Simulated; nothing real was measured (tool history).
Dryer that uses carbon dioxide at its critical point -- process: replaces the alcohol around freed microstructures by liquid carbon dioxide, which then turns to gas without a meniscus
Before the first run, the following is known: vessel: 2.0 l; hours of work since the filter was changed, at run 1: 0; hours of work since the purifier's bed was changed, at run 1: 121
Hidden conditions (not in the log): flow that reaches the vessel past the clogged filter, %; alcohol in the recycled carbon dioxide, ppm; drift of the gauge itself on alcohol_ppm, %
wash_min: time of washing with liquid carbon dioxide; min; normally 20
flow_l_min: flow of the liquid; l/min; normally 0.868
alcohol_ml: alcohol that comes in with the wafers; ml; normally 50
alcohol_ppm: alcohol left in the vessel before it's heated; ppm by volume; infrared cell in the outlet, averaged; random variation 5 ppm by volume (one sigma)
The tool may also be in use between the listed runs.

run	hour	wash_min	flow_l_min	alcohol_ml	hours of work since the filter was changed	hours of work since the purifier's bed was changed	alcohol_ppm
1	0	20	0.868	50	0	121	57
2	56	20	0.868	50	28	149	47
3	111	20	0.868	50	55	176	59
4	147.9	16	0.868	50	73	194	160
5	173.9	16	0.868	50	86	207	174
6	219.4	20	0.868	50	108	229	66
7	256.9	20	0.868	50	127	248	62
8	290.3	20	0.868	50	143	264	67
9	337.8	30	0.868	50	167	288	22
10	383.4	20	0.868	50	189	310	74
11	411.3	15	0.868	50	203	324	251
12	458	15	0.868	50	226	347	261
13	498.8	15	0.868	50	246	367	269
14	549.6	15	0.868	50	271	392	269
15	590	15	0.892	50	291	412	243
16	629.9	20	0.868	50	311	432	92
17	683.1	22	1.055	28	337	458	38
18	708.3	20	0.815	24	349	470	73
19	756.1	15	1.125	53	373	494	99
20	789.3	20	0.563	83	389	510	946
21	812.4	15	0.868	21	401	522	161
22	857.9	20	0.868	38	423	544	97
23	897	29	1.419	38	443	563	42
24	923.4	20	0.906	58	456	576	98
# hour 951.8: inlet filter changed
25	962.8	20	0.771	28	5	595	96
26	986.9	20	0.771	28	17	607	83
27	1023.6	31	0.823	102	35	625	62
28	1060.4	17	0.932	95	54	644	182
29	1117.1	20	0.719	22	82	671	105
30	1170.3	20	0.734	23	108	698	111
31	1215.8	20	0.734	23	130	720	102

5 options for the next run, each taken on its own from the tool as it stands now. Forecast them:
A	1253.6	17	0.867	68	149	739	?
B	1253.6	20	0.529	101	149	739	?
C	1253.6	23	0.734	23	149	739	?
D	1253.6	20	1.048	86	149	739	?
E	1253.6	20	0.759	32	149	739	?

run	alcohol_ppm
A	220
B	1305
C	83
D	69
E	124
What these runs would have given with no unlogged condition in the tool:
run	alcohol_ppm
A	147
B	1132
C	29
D	16
E	65

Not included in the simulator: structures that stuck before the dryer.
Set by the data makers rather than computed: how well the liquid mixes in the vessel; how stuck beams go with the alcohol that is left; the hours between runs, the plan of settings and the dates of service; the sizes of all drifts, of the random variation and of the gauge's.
